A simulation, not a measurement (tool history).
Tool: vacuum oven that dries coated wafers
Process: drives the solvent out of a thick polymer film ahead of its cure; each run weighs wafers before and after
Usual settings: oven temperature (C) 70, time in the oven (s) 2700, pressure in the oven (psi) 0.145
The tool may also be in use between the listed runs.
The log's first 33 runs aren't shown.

run 34 hour=2380.2 | oven_temperature_(C)=72 time_in_the_oven_(s)=3840 pressure_in_the_oven_(psi)=0.265 | solvent_left_in_the_film_(%)=0.54
run 35 hour=2428.6 | oven_temperature_(C)=72 time_in_the_oven_(s)=3840 pressure_in_the_oven_(psi)=0.265 | solvent_left_in_the_film_(%)=0.57
run 36 hour=2507.2 | oven_temperature_(C)=57 time_in_the_oven_(s)=3840 pressure_in_the_oven_(psi)=0.502 | solvent_left_in_the_film_(%)=3.69
run 37 hour=2567.3 | oven_temperature_(C)=77 time_in_the_oven_(s)=4200 pressure_in_the_oven_(psi)=0.458 | solvent_left_in_the_film_(%)=0.69
run 38 hour=2654.9 | oven_temperature_(C)=64 time_in_the_oven_(s)=3060 pressure_in_the_oven_(psi)=0.104 | solvent_left_in_the_film_(%)=1.45
run 39 hour=2697.4 | oven_temperature_(C)=69 time_in_the_oven_(s)=2820 pressure_in_the_oven_(psi)=0.486 | solvent_left_in_the_film_(%)=1.53
run 40 hour=2790.1 | oven_temperature_(C)=59 time_in_the_oven_(s)=1980 pressure_in_the_oven_(psi)=0.129 | solvent_left_in_the_film_(%)=4.48
run 41 hour=2852.8 | oven_temperature_(C)=59 time_in_the_oven_(s)=1980 pressure_in_the_oven_(psi)=0.129 | solvent_left_in_the_film_(%)=4.48
run 42 hour=2925.2 | oven_temperature_(C)=81 time_in_the_oven_(s)=3600 pressure_in_the_oven_(psi)=0.497 | solvent_left_in_the_film_(%)=0.65
run 43 hour=3023.9 | oven_temperature_(C)=78 time_in_the_oven_(s)=3600 pressure_in_the_oven_(psi)=0.497 | solvent_left_in_the_film_(%)=0.75
run 44 hour=3097.7 | oven_temperature_(C)=74 time_in_the_oven_(s)=4020 pressure_in_the_oven_(psi)=0.505 | solvent_left_in_the_film_(%)=0.93
run 45 hour=3154.8 | oven_temperature_(C)=74 time_in_the_oven_(s)=4020 pressure_in_the_oven_(psi)=0.505 | solvent_left_in_the_film_(%)=0.92

5 ways to go on from here, each from the tool as it stands after run 45. What would each give?
run A hour=3222.5 | oven_temperature_(C)=72 time_in_the_oven_(s)=4200 pressure_in_the_oven_(psi)=0.274 | solvent_left_in_the_film_(%)=?
run B hour=3222.5 | oven_temperature_(C)=74 time_in_the_oven_(s)=4020 pressure_in_the_oven_(psi)=0.438 | solvent_left_in_the_film_(%)=?
run C hour=3222.5 | oven_temperature_(C)=79 time_in_the_oven_(s)=2700 pressure_in_the_oven_(psi)=0.145 | solvent_left_in_the_film_(%)=?
run D hour=3222.5 | oven_temperature_(C)=74 time_in_the_oven_(s)=4020 pressure_in_the_oven_(psi)=0.293 | solvent_left_in_the_film_(%)=?
run E hour=3222.5 | oven_temperature_(C)=79 time_in_the_oven_(s)=2700 pressure_in_the_oven_(psi)=0.087 | solvent_left_in_the_film_(%)=?

run=A solvent_left_in_the_film_(%)=0.58
run=B solvent_left_in_the_film_(%)=0.82
run=C solvent_left_in_the_film_(%)=0.26
run=D solvent_left_in_the_film_(%)=0.55
run=E solvent_left_in_the_film_(%)=0.2
Without the tool's hidden state the same runs would have given:
run=A solvent_left_in_the_film_(%)=0.53
run=B solvent_left_in_the_film_(%)=0.76
run=C solvent_left_in_the_film_(%)=0.22
run=D solvent_left_in_the_film_(%)=0.51
run=E solvent_left_in_the_film_(%)=0.17

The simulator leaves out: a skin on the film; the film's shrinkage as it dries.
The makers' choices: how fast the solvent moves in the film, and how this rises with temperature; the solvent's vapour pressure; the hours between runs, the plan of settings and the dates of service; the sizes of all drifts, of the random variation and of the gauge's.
